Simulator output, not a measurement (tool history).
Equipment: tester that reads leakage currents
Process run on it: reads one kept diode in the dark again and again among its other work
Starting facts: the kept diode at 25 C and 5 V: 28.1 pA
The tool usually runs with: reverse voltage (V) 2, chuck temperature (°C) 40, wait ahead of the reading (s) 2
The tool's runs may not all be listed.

run   hour  reverse voltage (V)  chuck temperature (°C)  wait ahead of the reading (s)  current that the tester gives (pA)
  1      0                    2                      40                              2                               69.34
  2   30.8                    2                      40                              2                                69.4
  3   58.3                 4.81                      40                              2                               96.92
  4   79.6                 4.81                      40                              2                               97.39
  5     98                    2                      40                           5.39                               69.13
  6  130.1                    2                      27                              2                                26.1
  7  165.7                    2                      40                              2                               69.83
  8  181.7                 3.34                      40                              2                               84.47
  9  199.1                 3.34                      40                              2                               84.96
 10  236.6                 3.34                      40                              2                               84.78
 11  264.7                 1.99                      31                           7.12                               35.64
 12  300.3                13.31                      21                           0.84                                  44
 13  322.4                13.31                      21                           0.84                               44.13
 14  359.7                13.31                      21                           0.84                               44.52
 15  395.5                 3.95                      21                           0.84                                23.6

Below are 4 alternative next runs, each starting from the tool's condition after run 15. Predict each:
  A  416.4                    2                      21                            4.4                                   ?
  B  416.4                 8.05                      21                           0.84                                   ?
  C  416.4                13.53                      23                              2                                   ?
  D  416.4                 1.06                      49                           7.26                                   ?

run  current that the tester gives (pA)
  A                               16.73
  B                               33.83
  C                               48.49
  D                              106.59
Had the tool no hidden state, the same runs would have come out as:
run  current that the tester gives (pA)
  A                               14.52
  B                               26.26
  C                               36.01
  D                              102.34
